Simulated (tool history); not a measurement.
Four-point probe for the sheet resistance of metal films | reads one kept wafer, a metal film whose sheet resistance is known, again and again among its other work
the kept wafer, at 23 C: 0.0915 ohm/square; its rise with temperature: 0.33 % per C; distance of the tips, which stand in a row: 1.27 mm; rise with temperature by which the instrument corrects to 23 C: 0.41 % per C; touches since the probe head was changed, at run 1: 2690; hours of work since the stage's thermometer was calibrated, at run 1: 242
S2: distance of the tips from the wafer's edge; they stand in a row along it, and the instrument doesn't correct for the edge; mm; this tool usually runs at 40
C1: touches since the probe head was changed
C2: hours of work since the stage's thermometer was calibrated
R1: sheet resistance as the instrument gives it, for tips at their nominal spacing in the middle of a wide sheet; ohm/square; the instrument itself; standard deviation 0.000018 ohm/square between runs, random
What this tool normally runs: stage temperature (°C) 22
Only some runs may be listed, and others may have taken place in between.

{"run": 1, "hour": 0.0, "stage temperature (°C)": 22, "S2": 40, "C1": 2690, "C2": 242, "R1": 0.09161}
{"run": 2, "hour": 16.2, "stage temperature (°C)": 22, "S2": 40, "C1": 3295, "C2": 253, "R1": 0.091588}
{"run": 3, "hour": 27.9, "stage temperature (°C)": 22, "S2": 40, "C1": 3733, "C2": 261, "R1": 0.091638}
{"run": 4, "hour": 45.1, "stage temperature (°C)": 22, "S2": 40, "C1": 4378, "C2": 273, "R1": 0.091608}
{"run": 5, "hour": 63.3, "stage temperature (°C)": 22, "S2": 73, "C1": 5056, "C2": 285, "R1": 0.091545}
{"run": 6, "hour": 78.3, "stage temperature (°C)": 22, "S2": 40, "C1": 5619, "C2": 295, "R1": 0.091629}
{"run": 7, "hour": 97.6, "stage temperature (°C)": 22, "S2": 47, "C1": 6341, "C2": 308, "R1": 0.091584}
{"run": 8, "hour": 113.9, "stage temperature (°C)": 22, "S2": 47, "C1": 6951, "C2": 320, "R1": 0.091647}
{"run": 9, "hour": 135.2, "stage temperature (°C)": 21, "S2": 40, "C1": 7746, "C2": 334, "R1": 0.091684}
{"run": 10, "hour": 156.0, "stage temperature (°C)": 22, "S2": 40, "C1": 8524, "C2": 348, "R1": 0.091592}
{"run": 11, "hour": 166.7, "stage temperature (°C)": 22, "S2": 40, "C1": 8923, "C2": 355, "R1": 0.091608}
{"run": 12, "hour": 185.0, "stage temperature (°C)": 22, "S2": 40, "C1": 9611, "C2": 368, "R1": 0.091614}
{"run": 13, "hour": 199.2, "stage temperature (°C)": 22, "S2": 40, "C1": 10140, "C2": 378, "R1": 0.091608}
{"run": 14, "hour": 218.9, "stage temperature (°C)": 22, "S2": 40, "C1": 10878, "C2": 391, "R1": 0.091603}
{"run": 15, "hour": 234.7, "stage temperature (°C)": 22, "S2": 67, "C1": 11471, "C2": 402, "R1": 0.091581}
{"run": 16, "hour": 247.1, "stage temperature (°C)": 18, "S2": 3, "C1": 11933, "C2": 410, "R1": 0.09991}
{"run": 17, "hour": 261.3, "stage temperature (°C)": 19, "S2": 3, "C1": 12462, "C2": 420, "R1": 0.099785}
{"run": 18, "hour": 273.7, "stage temperature (°C)": 25, "S2": 6, "C1": 12928, "C2": 428, "R1": 0.093496}
{"run": 19, "hour": 285.7, "stage temperature (°C)": 24, "S2": 17, "C1": 13377, "C2": 437, "R1": 0.091671}
{"run": 20, "hour": 296.2, "stage temperature (°C)": 21, "S2": 15, "C1": 13767, "C2": 444, "R1": 0.091995}
{"run": 21, "hour": 308.6, "stage temperature (°C)": 21, "S2": 15, "C1": 14233, "C2": 452, "R1": 0.091987}
{"run": 22, "hour": 322.2, "stage temperature (°C)": 29, "S2": 4, "C1": 14742, "C2": 461, "R1": 0.095752}
{"run": 23, "hour": 337.9, "stage temperature (°C)": 29, "S2": 4, "C1": 15330, "C2": 472, "R1": 0.095753}
{"run": 24, "hour": 347.9, "stage temperature (°C)": 29, "S2": 4, "C1": 15704, "C2": 479, "R1": 0.095724}
{"run": 25, "hour": 368.8, "stage temperature (°C)": 29, "S2": 4, "C1": 16483, "C2": 493, "R1": 0.095765}
{"run": 26, "hour": 386.6, "stage temperature (°C)": 24, "S2": 18, "C1": 17152, "C2": 505, "R1": 0.09167}
{"run": 27, "hour": 401.1, "stage temperature (°C)": 24, "S2": 18, "C1": 17693, "C2": 515, "R1": 0.091706}
{"run": 28, "hour": 417.4, "stage temperature (°C)": 29, "S2": 74, "C1": 18303, "C2": 526, "R1": 0.091083}

The next listed run, before its measurement:
{"run": 29, "hour": 430.3, "stage temperature (°C)": 22, "S2": 13, "C1": 18785, "C2": 535, "R1": "?"}

{"run 29": {"R1": 0.092057}}
On a tool with no hidden condition, and with the same random variation, this run would have come out at R1 0.092066 ohm/square.
